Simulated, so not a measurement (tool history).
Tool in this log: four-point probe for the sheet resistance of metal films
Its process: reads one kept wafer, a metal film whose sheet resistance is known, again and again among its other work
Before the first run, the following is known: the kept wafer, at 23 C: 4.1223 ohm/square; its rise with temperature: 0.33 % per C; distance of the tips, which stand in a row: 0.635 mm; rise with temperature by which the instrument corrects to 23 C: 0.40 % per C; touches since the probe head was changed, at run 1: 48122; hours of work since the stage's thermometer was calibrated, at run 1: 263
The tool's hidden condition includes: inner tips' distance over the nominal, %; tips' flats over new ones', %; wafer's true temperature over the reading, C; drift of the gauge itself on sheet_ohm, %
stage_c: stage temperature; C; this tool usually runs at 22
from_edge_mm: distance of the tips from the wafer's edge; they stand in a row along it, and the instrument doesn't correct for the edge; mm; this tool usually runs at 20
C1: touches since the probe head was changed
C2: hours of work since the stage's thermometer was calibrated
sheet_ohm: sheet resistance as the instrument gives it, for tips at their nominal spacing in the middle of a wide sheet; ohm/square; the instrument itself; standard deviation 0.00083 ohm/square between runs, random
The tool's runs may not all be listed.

{"run": 1, "day": 0.0, "stage_c": 22, "from_edge_mm": 20, "C1": 48122, "C2": 263, "sheet_ohm": 4.102063}
{"run": 2, "day": 0.279, "stage_c": 22, "from_edge_mm": 20, "C1": 48396, "C2": 268, "sheet_ohm": 4.101476}
{"run": 3, "day": 0.896, "stage_c": 22, "from_edge_mm": 20, "C1": 48995, "C2": 279, "sheet_ohm": 4.100485}
{"run": 4, "day": 1.358, "stage_c": 22, "from_edge_mm": 20, "C1": 49447, "C2": 286, "sheet_ohm": 4.100545}
{"run": 5, "day": 1.825, "stage_c": 26, "from_edge_mm": 20, "C1": 49900, "C2": 294, "sheet_ohm": 4.087347}
{"run": 6, "day": 2.121, "stage_c": 26, "from_edge_mm": 20, "C1": 50189, "C2": 299, "sheet_ohm": 4.087744}
{"run": 7, "day": 2.767, "stage_c": 26, "from_edge_mm": 20, "C1": 50819, "C2": 310, "sheet_ohm": 4.086354}
{"run": 8, "day": 3.288, "stage_c": 24, "from_edge_mm": 20, "C1": 51326, "C2": 319, "sheet_ohm": 4.093475}
{"run": 9, "day": 3.708, "stage_c": 24, "from_edge_mm": 20, "C1": 51737, "C2": 326, "sheet_ohm": 4.091731}
{"run": 10, "day": 4.238, "stage_c": 22, "from_edge_mm": 62, "C1": 52252, "C2": 335, "sheet_ohm": 4.094974}
{"run": 11, "day": 4.738, "stage_c": 22, "from_edge_mm": 29, "C1": 52741, "C2": 344, "sheet_ohm": 4.095693}
{"run": 12, "day": 5.125, "stage_c": 22, "from_edge_mm": 43, "C1": 53118, "C2": 350, "sheet_ohm": 4.095823}
{"run": 13, "day": 5.617, "stage_c": 22, "from_edge_mm": 20, "C1": 53599, "C2": 359, "sheet_ohm": 4.095594}
{"run": 14, "day": 6.179, "stage_c": 22, "from_edge_mm": 5, "C1": 54148, "C2": 368, "sheet_ohm": 4.129529}
{"run": 15, "day": 6.596, "stage_c": 22, "from_edge_mm": 5, "C1": 54553, "C2": 375, "sheet_ohm": 4.130622}
{"run": 16, "day": 6.988, "stage_c": 22, "from_edge_mm": 5, "C1": 54936, "C2": 382, "sheet_ohm": 4.12875}
{"run": 17, "day": 7.371, "stage_c": 22, "from_edge_mm": 5, "C1": 55307, "C2": 388, "sheet_ohm": 4.129428}
{"run": 18, "day": 7.65, "stage_c": 24, "from_edge_mm": 5, "C1": 55582, "C2": 393, "sheet_ohm": 4.122713}
{"run": 19, "day": 7.958, "stage_c": 19, "from_edge_mm": 19, "C1": 55882, "C2": 398, "sheet_ohm": 4.103386}
{"run": 20, "day": 8.588, "stage_c": 25, "from_edge_mm": 41, "C1": 56496, "C2": 409, "sheet_ohm": 4.084947}
{"run": 21, "day": 9.175, "stage_c": 32, "from_edge_mm": 4, "C1": 57068, "C2": 419, "sheet_ohm": 4.118224}
{"run": 22, "day": 9.7, "stage_c": 23, "from_edge_mm": 14, "C1": 57579, "C2": 428, "sheet_ohm": 4.093664}
{"run": 23, "day": 10.204, "stage_c": 23, "from_edge_mm": 37, "C1": 58070, "C2": 436, "sheet_ohm": 4.090254}
{"run": 24, "day": 10.646, "stage_c": 27, "from_edge_mm": 6, "C1": 58501, "C2": 444, "sheet_ohm": 4.100063}
{"run": 25, "day": 10.962, "stage_c": 35, "from_edge_mm": 19, "C1": 58812, "C2": 449, "sheet_ohm": 4.057371}
{"run": 26, "day": 11.6, "stage_c": 24, "from_edge_mm": 4, "C1": 59433, "C2": 460, "sheet_ohm": 4.138805}
{"run": 27, "day": 11.875, "stage_c": 24, "from_edge_mm": 4, "C1": 59699, "C2": 465, "sheet_ohm": 4.138831}
{"run": 28, "day": 12.154, "stage_c": 21, "from_edge_mm": 21, "C1": 59973, "C2": 469, "sheet_ohm": 4.096068}
{"run": 29, "day": 12.542, "stage_c": 21, "from_edge_mm": 21, "C1": 60351, "C2": 476, "sheet_ohm": 4.096012}

The same runs without the tool's hidden state, with the same run-to-run variation:
run=1 sheet_ohm=4.128336
run=2 sheet_ohm=4.127940
run=3 sheet_ohm=4.127384
run=4 sheet_ohm=4.127770
run=5 sheet_ohm=4.114824
run=6 sheet_ohm=4.115426
run=7 sheet_ohm=4.114502
run=8 sheet_ohm=4.122089
run=9 sheet_ohm=4.120657
run=10 sheet_ohm=4.124315
run=11 sheet_ohm=4.125399
run=12 sheet_ohm=4.125827
run=13 sheet_ohm=4.125960
run=14 sheet_ohm=4.160515
run=15 sheet_ohm=4.161929
run=16 sheet_ohm=4.160351
run=17 sheet_ohm=4.161315
run=18 sheet_ohm=4.154770
run=19 sheet_ohm=4.135557
run=20 sheet_ohm=4.117380
run=21 sheet_ohm=4.151273
run=22 sheet_ohm=4.126992
run=23 sheet_ohm=4.123969
run=24 sheet_ohm=4.134170
run=25 sheet_ohm=4.091292
run=26 sheet_ohm=4.173924
run=27 sheet_ohm=4.174162
run=28 sheet_ohm=4.131302
run=29 sheet_ohm=4.131528
